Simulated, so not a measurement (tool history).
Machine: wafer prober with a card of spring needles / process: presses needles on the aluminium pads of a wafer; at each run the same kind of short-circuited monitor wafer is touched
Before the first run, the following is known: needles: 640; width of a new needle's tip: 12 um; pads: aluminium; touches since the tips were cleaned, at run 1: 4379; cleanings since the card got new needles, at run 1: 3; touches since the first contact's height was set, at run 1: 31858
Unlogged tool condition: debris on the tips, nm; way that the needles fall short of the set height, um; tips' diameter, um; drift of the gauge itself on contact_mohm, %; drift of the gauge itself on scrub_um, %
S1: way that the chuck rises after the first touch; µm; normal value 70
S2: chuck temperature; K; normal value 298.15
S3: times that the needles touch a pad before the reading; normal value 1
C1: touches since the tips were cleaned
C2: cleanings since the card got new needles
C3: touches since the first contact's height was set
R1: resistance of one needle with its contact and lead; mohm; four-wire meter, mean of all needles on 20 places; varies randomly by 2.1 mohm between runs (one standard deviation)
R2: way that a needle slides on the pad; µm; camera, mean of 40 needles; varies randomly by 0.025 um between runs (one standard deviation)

run   hour  S1      S2  S3    C1  C2      C3   R1     R2
  1      0  70  298.15   1  4379   3   31858  234  10.35
      11.4  -- tips cleaned on abrasive film
  2   24.1  70  316.15   1  3791   4   39031  240  10.34
      37.6  -- tips cleaned on abrasive film
  3   45.7  70  316.15   1  2426   5   45495  243  10.32
      64.2  -- tips cleaned on abrasive film
  4   65.7  70  316.15   1   433   6   51443  242   10.3
      89.3  -- tips cleaned on abrasive film
  5   91.4  80  298.15   1   635   7   59102  238  11.74
  6  112.9  70  298.15   3  7095   7   65562  235  10.28
     114.8  -- tips cleaned on abrasive film
     140.7  -- tips cleaned on abrasive film
  7    142  70  298.15   1   397   9   74200  235  10.26
  8  158.5  70  298.15   1  5344   9   79147  241  10.26
     166.3  -- tips cleaned on abrasive film
  9  178.1  70  298.15   1  3515  10   84976  238  10.23
     193.5  -- tips cleaned on abrasive film
 10  193.5  70  298.15   1     0  11   89556  239  10.21
 11  215.2  70  298.15   1  6500  11   96056  234  10.24
     220.6  -- tips cleaned on abrasive film
 12  233.8  70  298.15   1  3936  12  101593  233  10.19
     246.2  -- tips cleaned on abrasive film
 13  257.3  70  298.15   1  3341  13  108620  235   10.2
     271.9  -- tips cleaned on abrasive film
 14  285.2  70  298.15   3  3971  14  116929  234  10.19
     298.3  -- tips cleaned on abrasive film
 15  301.4  70  377.15   1   915  15  121751  259  10.23
 16  321.9  79  377.15   1  7059  15  127895  260  11.54
     323.7  -- tips cleaned on abrasive film
       350  -- tips cleaned on abrasive film
 17    350  79  377.15   1     0  17  136244  259  11.48
 18  371.1  82  298.15   2  6324  17  142568  238   11.9
     376.6  -- tips cleaned on abrasive film
     401.6  -- tips cleaned on abrasive film
 19  402.9  82  396.15   1   370  19  152027  264  11.94
     428.3  -- tips cleaned on abrasive film
 20  433.3  70  319.15   1  1502  20  161117  243  10.17
     455.2  -- tips cleaned on abrasive film
 21  456.7  74  385.15   2   444  21  168091  259  10.75
 22    477  74  323.15   2  6527  21  174174  244  10.69
     480.8  -- tips cleaned on abrasive film
 23  503.3  51  314.15   1  6761  22  182029  244   7.38
     505.7  -- tips cleaned on abrasive film
     514.8  -- height of the first contact set anew
 24  518.4  51  314.15   1  3740  23    1092  245   7.39
       531  -- tips cleaned on abrasive film
 25  534.7  51  325.15   1  1086  24    5918  247   7.31
 26  554.1  51  325.15   1  6895  24   11727  255    7.4
     555.7  -- tips cleaned on abrasive film
     581.6  -- tips cleaned on abrasive film
 27  585.5  70  353.15   1  1167  26   21089  255  10.11
 28  604.5  66  305.15   1  6853  26   26775  239   9.53
     607.6  -- tips cleaned on abrasive film
 29  623.5  66  305.15   1  4775  27   32440  240   9.49
     634.6  -- tips cleaned on abrasive film
 30  641.4  66  305.15   1  2031  28   37774  236   9.53
     661.2  -- tips cleaned on abrasive film
 31  667.2  70  359.15   3  1778  29   45453  255  10.08
 32  680.3  75  310.15   1  5708  29   49383  240  10.79
     686.4  -- tips cleaned on abrasive film
 33  694.2  54  339.15   2  2347  30   53528  251   7.79
     713.5  -- tips cleaned on abrasive film
 34  718.1  67  302.15   1  1383  31   60655  240   9.57

Branching from run 34: 3 alternative next runs. What would each branch give?
     738.2  -- tips cleaned on abrasive film
  A  740.6  70  298.15   2  714  32  67355   ?   ?
     738.2  -- tips cleaned on abrasive film
  B  740.6  67  308.15   1  714  32  67355   ?   ?
     738.2  -- tips cleaned on abrasive film
  C  740.6  71  298.15   2  714  32  67355   ?   ?

run   R1     R2
  A  238  10.04
  B  242   9.65
  C  238   10.2
The same runs, with their run-to-run variation unchanged, on a tool lacking any hidden condition would have given:
run   R1     R2
  A  238   10.3
  B  242    9.9
  C  238  10.47

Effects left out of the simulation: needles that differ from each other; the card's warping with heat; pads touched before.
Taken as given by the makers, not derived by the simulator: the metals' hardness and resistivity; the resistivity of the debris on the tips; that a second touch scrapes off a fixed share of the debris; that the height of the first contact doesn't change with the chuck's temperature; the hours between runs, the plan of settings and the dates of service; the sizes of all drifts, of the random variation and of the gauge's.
